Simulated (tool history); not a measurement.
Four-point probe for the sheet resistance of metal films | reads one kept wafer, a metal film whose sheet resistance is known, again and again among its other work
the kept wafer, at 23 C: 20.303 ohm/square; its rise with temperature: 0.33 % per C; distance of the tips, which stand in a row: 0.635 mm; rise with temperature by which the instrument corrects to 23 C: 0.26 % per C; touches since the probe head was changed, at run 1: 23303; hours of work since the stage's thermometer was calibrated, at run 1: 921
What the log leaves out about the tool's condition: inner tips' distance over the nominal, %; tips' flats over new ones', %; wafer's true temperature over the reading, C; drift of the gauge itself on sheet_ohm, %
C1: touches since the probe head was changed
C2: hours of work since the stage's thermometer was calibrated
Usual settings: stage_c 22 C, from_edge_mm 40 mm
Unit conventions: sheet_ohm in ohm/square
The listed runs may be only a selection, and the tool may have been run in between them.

Run 1, hour 0: usual settings; C1 23303; C2 921. Result: sheet_ohm 20.194075 ohm/square.
Run 2, hour 46: usual settings; C1 23739; C2 942. Result: sheet_ohm 20.187897 ohm/square.
Run 3, hour 74.2: usual settings; C1 24007; C2 955. Result: sheet_ohm 20.194568 ohm/square.
Run 4, hour 107.3: usual settings but stage_c 26 C; C1 24321; C2 971. Result: sheet_ohm 20.27 ohm/square.
Run 5, hour 154.5: usual settings but stage_c 26 C; C1 24769; C2 993. Result: sheet_ohm 20.252765 ohm/square.
Run 6, hour 196.4: usual settings but stage_c 26 C, from_edge_mm 45 mm; C1 25167; C2 1013. Result: sheet_ohm 20.262051 ohm/square.
Run 7, hour 230.5: usual settings; C1 25492; C2 1029. Result: sheet_ohm 20.197138 ohm/square.
Run 8, hour 270.5: usual settings; C1 25871; C2 1048. Result: sheet_ohm 20.195678 ohm/square.
Run 9, hour 317.3: usual settings but stage_c 33 C; C1 26316; C2 1070. Result: sheet_ohm 20.365282 ohm/square.
Run 10, hour 358.7: usual settings but from_edge_mm 68 mm; C1 26709; C2 1089. Result: sheet_ohm 20.188875 ohm/square.
Run 11, hour 409.6: usual settings but stage_c 30 C; C1 27192; C2 1113. Result: sheet_ohm 20.31569 ohm/square.
Run 12, hour 452.6: usual settings but stage_c 31 C; C1 27600; C2 1133. Result: sheet_ohm 20.331216 ohm/square.
Run 13, hour 503.3: usual settings but stage_c 31 C; C1 28082; C2 1157. Result: sheet_ohm 20.338653 ohm/square.
Run 14, hour 548.2: usual settings but stage_c 31 C; C1 28509; C2 1178. Result: sheet_ohm 20.331541 ohm/square.
Run 15, hour 603.3: usual settings but stage_c 31 C; C1 29031; C2 1204. Result: sheet_ohm 20.336742 ohm/square.
Run 16, hour 648.5: usual settings but stage_c 31 C; C1 29461; C2 1225. Result: sheet_ohm 20.339802 ohm/square.
Run 17, hour 706.4: usual settings but from_edge_mm 12 mm; C1 30011; C2 1252. Result: sheet_ohm 20.231451 ohm/square.
Run 18, hour 768.4: usual settings but from_edge_mm 12 mm; C1 30599; C2 1282. Result: sheet_ohm 20.225374 ohm/square.
Run 19, hour 806.8: usual settings but from_edge_mm 12 mm; C1 30964; C2 1300. Result: sheet_ohm 20.232108 ohm/square.
Run 20, hour 855.8: usual settings but stage_c 20 C, from_edge_mm 41 mm; C1 31429; C2 1323. Result: sheet_ohm 20.171399 ohm/square.
Run 21, hour 912.3: usual settings but stage_c 31 C, from_edge_mm 11 mm; C1 31966; C2 1349. Result: sheet_ohm 20.378703 ohm/square.
At hour 961.6: stage's thermometer calibrated.
Run 22, hour 973.5: usual settings but stage_c 26 C, from_edge_mm 7 mm; C1 32542; C2 6. Result: sheet_ohm 20.383359 ohm/square.
Run 23, hour 1023.5: usual settings but stage_c 30 C, from_edge_mm 7 mm; C1 33016; C2 29. Result: sheet_ohm 20.442379 ohm/square.
Run 24, hour 1064: usual settings but stage_c 23 C; C1 33401; C2 48. Result: sheet_ohm 20.248282 ohm/square.
Run 25, hour 1091.8: usual settings but stage_c 23 C, from_edge_mm 4 mm; C1 33665; C2 61. Result: sheet_ohm 20.524749 ohm/square.
Run 26, hour 1146: usual settings but stage_c 34 C, from_edge_mm 57 mm; C1 34180; C2 87. Result: sheet_ohm 20.411558 ohm/square.

Predict each of these 5 candidate next runs independently; none follows another, all start after run 26:
Run A, hour 1188.4: usual settings but stage_c 20 C, from_edge_mm 30 mm; C1 34582; C2 107. Result: sheet_ohm ?.
Run B, hour 1188.4: usual settings but stage_c 29 C, from_edge_mm 70 mm; C1 34582; C2 107. Result: sheet_ohm ?.
Run C, hour 1188.4: usual settings but stage_c 23 C, from_edge_mm 9 mm; C1 34582; C2 107. Result: sheet_ohm ?.
Run D, hour 1188.4: usual settings but stage_c 26 C, from_edge_mm 57 mm; C1 34582; C2 107. Result: sheet_ohm ?.
Run E, hour 1188.4: usual settings but stage_c 30 C, from_edge_mm 12 mm; C1 34582; C2 107. Result: sheet_ohm ?.

run  sheet_ohm
  A  20.196663
  B  20.337127
  C  20.297315
  D  20.292989
  E  20.382643
What these runs would have given with no unlogged condition in the tool:
run  sheet_ohm
  A   20.25337
  B  20.394069
  C  20.354241
  D  20.349861
  E   20.43969
